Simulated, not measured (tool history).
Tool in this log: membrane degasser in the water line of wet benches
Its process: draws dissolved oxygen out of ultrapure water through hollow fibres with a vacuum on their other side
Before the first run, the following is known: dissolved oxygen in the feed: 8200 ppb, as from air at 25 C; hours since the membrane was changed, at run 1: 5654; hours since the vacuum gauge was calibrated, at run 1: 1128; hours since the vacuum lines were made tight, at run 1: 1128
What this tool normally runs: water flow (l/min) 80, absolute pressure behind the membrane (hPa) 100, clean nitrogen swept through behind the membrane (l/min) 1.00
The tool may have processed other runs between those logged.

run,hour,water flow (l/min),absolute pressure behind the membrane (hPa),clean nitrogen swept through behind the membrane (l/min),hours since the membrane was changed,hours since the vacuum gauge was calibrated,hours since the vacuum lines were made tight,dissolved oxygen in the water behind the degasser (ppb),pressure that the water loses in the fibres (hPa)
1,0.0,80,100,1.00,5654,1128,1128,843.0,463.0
2,219.1,80,100,1.00,5873,1347,1347,845.1,460.9
3,587.9,80,100,1.00,6242,1716,1716,845.6,459.0
4,755.7,80,100,1.00,6410,1883,1883,843.6,456.8
5,1114.5,80,100,1.00,6768,2242,2242,843.8,458.1
6,1439.8,80,100,0.48,7094,2568,2568,1273.8,459.4
7,1772.0,80,100,0.48,7426,2900,2900,1272.7,454.4
8,2028.8,80,100,1.00,7683,3156,3156,845.6,454.0
9,2255.4,80,100,1.97,7909,3383,3383,525.9,451.8
10,2464.4,80,100,1.97,8118,3592,3592,525.1,451.2
11,2660.9,80,100,1.97,8315,3789,3789,525.6,455.5
12,3025.4,118,180,2.20,8679,4153,4153,1316.2,667.4
# hour 3080.5: seals of the vacuum lines changed
# hour 3213.5: vacuum gauge calibrated
13,3262.4,59,180,2.99,8914,49,181,609.1,331.9
14,3455.4,64,132,0.81,9107,242,374,1187.2,361.0
15,3662.1,97,132,0.81,9313,449,581,1519.9,544.6

Here are 5 independent what-if runs from the current tool condition. What would each one return?
A,3968.3,59,75,1.05,9620,755,887,?,?
B,3968.3,75,118,1.29,9620,755,887,?,?
C,3968.3,102,112,0.76,9620,755,887,?,?
D,3968.3,57,117,1.46,9620,755,887,?,?
E,3968.3,80,80,1.00,9620,755,887,?,?

run,dissolved oxygen in the water behind the degasser (ppb),pressure that the water loses in the fibres (hPa)
A,430.4,329.1
B,848.2,418.8
C,1330.5,572.3
D,625.9,318.5
E,609.4,451.7
With no hidden state in the tool, these same runs would have given:
run,dissolved oxygen in the water behind the degasser (ppb),pressure that the water loses in the fibres (hPa)
A,430.4,338.1
B,848.1,430.3
C,1330.4,587.9
D,625.8,327.2
E,609.3,464.0
